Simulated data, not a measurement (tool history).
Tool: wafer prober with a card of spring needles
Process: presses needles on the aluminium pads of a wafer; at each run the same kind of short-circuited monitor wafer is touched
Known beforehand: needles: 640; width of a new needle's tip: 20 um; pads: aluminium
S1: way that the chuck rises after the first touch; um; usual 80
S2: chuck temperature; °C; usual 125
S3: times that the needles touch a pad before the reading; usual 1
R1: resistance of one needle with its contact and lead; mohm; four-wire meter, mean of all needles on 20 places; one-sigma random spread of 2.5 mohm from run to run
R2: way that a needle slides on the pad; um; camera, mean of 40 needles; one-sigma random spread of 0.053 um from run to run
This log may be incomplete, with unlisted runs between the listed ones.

| run | hour | S1 | S2 | S3 | R1 | R2 |
|---|---|---|---|---|---|---|
| 1 | 0.0 | 80 | 125 | 1 | 344 | 19.39 |
|  | 6.4 | tips cleaned on abrasive film |
|  | 23.8 | tips cleaned on abrasive film |
|  | 43.0 | tips cleaned on abrasive film |
| 2 | 47.7 | 80 | 125 | 1 | 317 | 18.97 |
|  | 60.2 | tips cleaned on abrasive film |
|  | 71.0 | height of the first contact set anew |
|  | 77.9 | tips cleaned on abrasive film |
| 3 | 90.4 | 80 | 125 | 2 | 325 | 19.74 |
|  | 95.5 | tips cleaned on abrasive film |
|  | 114.4 | tips cleaned on abrasive film |
| 4 | 114.5 | 80 | 125 | 1 | 289 | 19.75 |
|  | 133.2 | tips cleaned on abrasive film |
| 5 | 133.8 | 80 | 125 | 2 | 290 | 19.59 |
|  | 150.9 | tips cleaned on abrasive film |
|  | 168.9 | tips cleaned on abrasive film |
| 6 | 171.6 | 80 | 125 | 2 | 290 | 19.67 |
|  | 186.3 | tips cleaned on abrasive film |
| 7 | 199.3 | 80 | 125 | 2 | 323 | 19.70 |
|  | 203.6 | tips cleaned on abrasive film |
|  | 220.7 | tips cleaned on abrasive film |
|  | 238.5 | tips cleaned on abrasive film |
| 8 | 240.2 | 61 | 125 | 1 | 318 | 14.96 |
|  | 256.0 | tips cleaned on abrasive film, once more |
|  | 275.8 | tips cleaned on abrasive film |
| 9 | 280.0 | 79 | 125 | 1 | 314 | 19.22 |
|  | 295.7 | tips cleaned on abrasive film |
|  | 316.1 | tips cleaned on abrasive film |
| 10 | 324.7 | 79 | 125 | 1 | 331 | 19.27 |
|  | 335.5 | tips cleaned on abrasive film |
|  | 353.3 | tips cleaned on abrasive film |
| 11 | 356.1 | 87 | 125 | 1 | 303 | 21.07 |
|  | 370.8 | tips cleaned on abrasive film |
|  | 389.8 | tips cleaned on abrasive film |
| 12 | 393.2 | 80 | 125 | 1 | 315 | 19.48 |
|  | 406.8 | tips cleaned on abrasive film |
|  | 425.1 | tips cleaned on abrasive film |
| 13 | 438.6 | 80 | 125 | 1 | 352 | 19.35 |
|  | 445.4 | tips cleaned on abrasive film |
|  | 463.1 | tips cleaned on abrasive film |
| 14 | 469.6 | 80 | 125 | 1 | 336 | 19.31 |
|  | 480.9 | tips cleaned on abrasive film |
|  | 499.6 | tips cleaned on abrasive film |
| 15 | 503.6 | 80 | 125 | 1 | 316 | 19.40 |
|  | 518.1 | tips cleaned on abrasive film |
| 16 | 524.2 | 80 | 125 | 1 | 327 | 19.31 |
|  | 536.5 | tips cleaned on abrasive film |
|  | 554.3 | tips cleaned on abrasive film |
| 17 | 570.9 | 61 | 27 | 3 | 314 | 14.62 |
|  | 574.9 | tips cleaned on abrasive film |
|  | 593.1 | tips cleaned on abrasive film |
| 18 | 603.3 | 80 | 56 | 2 | 307 | 19.28 |
|  | 611.4 | tips cleaned on abrasive film |
|  | 629.3 | tips cleaned on abrasive film |
|  | 647.6 | tips cleaned on abrasive film |
| 19 | 649.3 | 65 | 48 | 2 | 281 | 15.55 |
|  | 665.5 | tips cleaned on abrasive film |
|  | 684.4 | tips cleaned on abrasive film |
| 20 | 690.4 | 65 | 48 | 2 | 306 | 15.55 |
|  | 702.1 | tips cleaned on abrasive film |
|  | 719.8 | tips cleaned on abrasive film |
| 21 | 727.2 | 64 | 38 | 1 | 349 | 15.28 |
|  | 737.9 | tips cleaned on abrasive film |
|  | 755.3 | tips cleaned on abrasive film |
|  | 772.7 | tips cleaned on abrasive film |
|  | 775.2 | height of the first contact set anew |
| 22 | 775.2 | 68 | 51 | 1 | 299 | 16.80 |
|  | 791.5 | tips cleaned on abrasive film |
| 23 | 802.8 | 60 | 125 | 3 | 329 | 14.83 |
|  | 811.4 | tips cleaned on abrasive film |
|  | 830.3 | tips cleaned on abrasive film |
| 24 | 844.6 | 60 | 125 | 3 | 334 | 14.68 |
|  | 848.1 | tips cleaned on abrasive film |
|  | 868.4 | tips cleaned on abrasive film |
| 25 | 877.1 | 81 | 32 | 1 | 317 | 19.93 |
|  | 887.9 | tips cleaned on abrasive film |
| 26 | 904.2 | 85 | 125 | 1 | 358 | 20.85 |
|  | 906.6 | tips cleaned on abrasive film |
|  | 924.2 | tips cleaned on abrasive film |
| 27 | 936.8 | 85 | 125 | 1 | 341 | 20.82 |
|  | 943.6 | tips cleaned on abrasive film |
|  | 962.9 | tips cleaned on abrasive film |
| 28 | 979.7 | 85 | 125 | 1 | 358 | 20.70 |
|  | 982.1 | tips cleaned on abrasive film |
|  | 1002.2 | tips cleaned on abrasive film |
|  | 1020.7 | tips cleaned on abrasive film |
| 29 | 1027.9 | 85 | 125 | 2 | 309 | 20.67 |
|  | 1039.6 | tips cleaned on abrasive film |
|  | 1060.0 | tips cleaned on abrasive film |
| 30 | 1060.0 | 85 | 125 | 2 | 292 | 20.72 |

Predict each of these 3 candidate next runs independently; none follows another, all start after run 30:
|  | 1080.6 | tips cleaned on abrasive film |
| A | 1096.5 | 80 | 125 | 2 | ? | ? |
|  | 1080.6 | tips cleaned on abrasive film |
| B | 1096.5 | 80 | 72 | 1 | ? | ? |
|  | 1080.6 | tips cleaned on abrasive film |
| C | 1096.5 | 84 | 112 | 2 | ? | ? |

| run | R1 | R2 |
|---|---|---|
| A | 333 | 19.55 |
| B | 354 | 19.54 |
| C | 319 | 20.38 |
What these runs would have given with no unlogged condition in the tool:
| run | R1 | R2 |
|---|---|---|
| A | 284 | 19.80 |
| B | 266 | 19.79 |
| C | 274 | 20.63 |
